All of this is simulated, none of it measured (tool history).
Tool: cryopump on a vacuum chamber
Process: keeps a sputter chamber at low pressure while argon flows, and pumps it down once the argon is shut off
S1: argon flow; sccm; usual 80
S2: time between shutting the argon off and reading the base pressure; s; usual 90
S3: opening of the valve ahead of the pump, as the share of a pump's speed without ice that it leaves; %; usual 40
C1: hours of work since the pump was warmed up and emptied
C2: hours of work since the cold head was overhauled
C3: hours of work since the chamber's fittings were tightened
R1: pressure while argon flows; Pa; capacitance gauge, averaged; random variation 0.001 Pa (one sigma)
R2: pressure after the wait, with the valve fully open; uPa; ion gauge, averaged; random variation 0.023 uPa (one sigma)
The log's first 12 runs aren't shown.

run	day	S1	S2	S3	C1	C2	C3	R1	R2
13	35.288	43	90	40	193	2167	1763	0.1264	1.04
14	37.279	43	90	40	227	2201	1798	0.1263	1.01
15	39.092	80	90	40	259	2232	1829	0.2385	1.03
16	42.875	32	90	40	324	2298	1895	0.0956	1.06
17	45.9	89	71	58	377	2350	1947	0.1902	1.22
18	47.733	80	125	31	409	2382	1979	0.3064	0.89
19	50.921	85	101	40	464	2437	2034	0.2593	1.05
20	52.867	85	101	40	497	2471	2068	0.2608	1.11
21	55.317	115	77	52	540	2513	2110	0.2817	1.21
22	58.262	115	218	52	591	2565	2161	0.2862	0.84
# day 60.879: pump warmed up, emptied and cooled again
23	61.767	115	218	52	15	2622	2218	0.2525	0.74
24	64.962	92	29	43	71	2677	2274	0.2449	2.04
25	66.538	61	90	17	98	2704	2301	0.4079	1.01
26	69.929	115	90	40	157	2763	2360	0.3349	1.05
27	72.933	144	23	26	209	2815	2412	0.6437	2.57
28	75.558	35	23	19	254	2860	2457	0.2121	2.53
29	78.062	80	90	17	298	2904	2500	0.5445	1.11
30	81.329	115	290	27	354	2960	2557	0.5012	0.8
31	83.983	80	90	56	400	3006	2603	0.1778	1.13

Forecast each of these 5 alternatives for the next run:
A	85.562	44	90	16	427	3034	2630	?	?
B	85.562	80	37	56	427	3034	2630	?	?
C	85.562	80	34	51	427	3034	2630	?	?
D	85.562	33	38	52	427	3034	2630	?	?
E	85.562	157	237	39	427	3034	2630	?	?

run	R1	R2
A	0.3214	1.19
B	0.1775	1.9
C	0.1952	2.01
D	0.0799	1.79
E	0.4901	0.84
Without the tool's hidden state the same runs would have given:
run	R1	R2
A	0.3113	0.72
B	0.1593	1.44
C	0.177	1.54
D	0.0724	1.33
E	0.4543	0.39
